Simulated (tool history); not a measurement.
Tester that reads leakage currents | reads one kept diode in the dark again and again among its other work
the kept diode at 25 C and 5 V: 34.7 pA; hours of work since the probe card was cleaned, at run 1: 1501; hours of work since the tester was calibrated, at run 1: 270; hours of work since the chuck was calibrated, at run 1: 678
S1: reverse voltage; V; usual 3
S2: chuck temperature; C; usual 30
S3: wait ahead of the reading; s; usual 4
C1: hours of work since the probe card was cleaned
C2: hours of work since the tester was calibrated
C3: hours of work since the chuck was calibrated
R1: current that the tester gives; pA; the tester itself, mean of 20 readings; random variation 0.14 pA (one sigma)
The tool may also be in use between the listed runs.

run	hour	S1	S2	S3	C1	C2	C3	R1
1	0	3	30	4	1501	270	678	39.36
2	119.3	3	40	4	1589	357	765	78.62
3	233.6	3	40	4	1672	441	849	77.96
# hour 301.7: chuck's temperature calibrated
4	419.8	3	30	4	1807	576	86	43.24
# hour 447.4: probe card cleaned and baked
5	661.5	1.25	30	4	157	750	261	31.11
6	883.4	1.25	30	4	319	913	424	30.01

Run 7 comes next. What will it give?
7	1146.3	4.1	22	5.06	512	1105	616	?

Run 7 gave R1 26.21 pA.
Without the tool's hidden state the same run would have given R1 25.62 pA.
